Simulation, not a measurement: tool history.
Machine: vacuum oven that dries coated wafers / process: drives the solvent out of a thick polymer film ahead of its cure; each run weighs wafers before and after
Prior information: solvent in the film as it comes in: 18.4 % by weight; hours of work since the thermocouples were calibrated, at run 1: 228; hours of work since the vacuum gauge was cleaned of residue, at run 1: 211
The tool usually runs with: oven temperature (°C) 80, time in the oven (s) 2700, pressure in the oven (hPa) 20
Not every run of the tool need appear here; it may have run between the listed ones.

run,hour,oven temperature (°C),time in the oven (s),pressure in the oven (hPa),hours of work since the thermocouples were calibrated,hours of work since the vacuum gauge was cleaned of residue,solvent left in the film (%)
1,0,80,2700,20,228,211,4.87
2,10.1,86,2700,20,233,216,3.13
3,22.1,86,2700,20,239,222,3.11
4,34.9,80,2700,20,245,228,4.86
5,44.7,80,2700,20,250,233,4.86
6,51.9,80,4200,20,253,236,3.14
7,59.9,80,2700,20,257,240,4.91
8,66.5,80,2700,20,260,243,4.88
9,74.7,83,2700,20,264,247,3.93
10,82.1,80,2700,20,268,250,4.85
11,93,80,2700,20,273,256,4.82
12,105.6,80,2700,20,279,262,4.83
13,117.3,80,2700,20,285,267,4.88
14,124.6,80,2700,20,288,271,4.82
15,135.6,80,2760,20,293,276,4.76
16,143.1,80,4800,20,297,280,2.7
17,152.2,80,4800,20,301,284,2.73
18,158.5,94,2700,20,304,287,1.62
19,164.6,94,2700,20,307,290,1.56
20,177.1,94,2700,26,313,296,1.89
21,184.5,94,2700,26,317,299,1.89
22,192.9,94,2700,26,321,303,1.92
23,202.3,80,3240,20,325,308,4.03
24,215.8,80,2700,25,332,314,5.15
25,226.4,83,3600,11.6,337,319,2.32
26,236.3,83,2640,10.7,341,324,3.42
27,249.2,83,2640,10.7,348,330,3.39
28,256,69,2640,49.6,351,334,11.07
29,267.6,89,2700,23.5,356,339,2.6
# hour 269.8: vacuum gauge cleaned of residue and calibrated
30,276.6,89,2700,23.5,360,3,2.63
31,288.4,89,2640,15.4,366,9,2.24
32,299.8,83,2100,23.9,371,14,5.26
33,305.5,84,1380,23.9,374,17,6.96
34,313.5,84,1380,23.9,378,21,6.96
35,325.6,76,2340,57.2,383,27,9.41
36,338,82,4680,32.9,389,33,3.35
# hour 343.1: vacuum gauge cleaned of residue and calibrated, once more
37,350.7,79,4680,32.9,395,4,3.93
38,357.8,70,1620,28.2,398,7,10.83
39,364.6,80,2700,13.5,401,10,4.26
40,372.8,80,2700,13.5,405,14,4.26
41,378.3,75,2700,20,408,17,6.37
42,384.2,85,2700,20,411,20,3.29
43,391.9,87,2040,62.7,415,23,6.23

Expected results for the next run?
44,398.9,87,4200,10.3,418,27,?

solvent left in the film (%): 1.15
If the tool had no hidden condition, the same run with the same run-to-run variation would have returned solvent left in the film (%) 1.31.
